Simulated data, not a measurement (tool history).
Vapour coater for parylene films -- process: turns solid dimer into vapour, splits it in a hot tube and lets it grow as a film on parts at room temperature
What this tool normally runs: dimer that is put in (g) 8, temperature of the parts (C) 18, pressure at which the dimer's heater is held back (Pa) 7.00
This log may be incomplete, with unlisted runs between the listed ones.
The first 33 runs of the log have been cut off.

run,day,dimer that is put in (g),temperature of the parts (C),pressure at which the dimer's heater is held back (Pa),hours of work since the trap's valve was overhauled,hours of work since the table's thermometer was calibrated,thickness of the film (um)
34,55.092,3,11,2.74,291,130,1.87
35,56.325,3,13,2.10,304,144,1.85
36,58.038,3,19,2.10,323,162,1.53
37,60.250,6,25,2.10,347,186,2.50
38,62.238,5,25,7.00,369,208,1.57
39,63.850,11,11,2.95,386,225,6.60
40,65.588,4,23,7.00,405,244,1.34
41,67.358,4,23,7.00,424,263,1.31
42,68.308,8,18,2.25,434,274,3.99
43,69.579,5,30,4.55,448,287,1.47
44,70.933,5,12,4.02,463,302,2.65
45,72.912,5,16,2.67,484,323,2.55
46,75.104,8,23,2.67,508,347,3.23
47,77.442,8,17,10.06,533,372,2.89

Alternative continuations, all from the tool just after run 47; predict every row:
A,79.012,4,10,2.31,550,390,?
B,79.012,10,22,4.16,550,390,?
C,79.012,8,18,3.27,550,390,?
D,79.012,8,11,4.67,550,390,?

run,thickness of the film (um)
A,2.51
B,3.76
C,3.61
D,4.16
With the hidden condition removed and each run's random variation left untouched, the same runs would have given:
run,thickness of the film (um)
A,2.84
B,4.26
C,4.10
D,4.71

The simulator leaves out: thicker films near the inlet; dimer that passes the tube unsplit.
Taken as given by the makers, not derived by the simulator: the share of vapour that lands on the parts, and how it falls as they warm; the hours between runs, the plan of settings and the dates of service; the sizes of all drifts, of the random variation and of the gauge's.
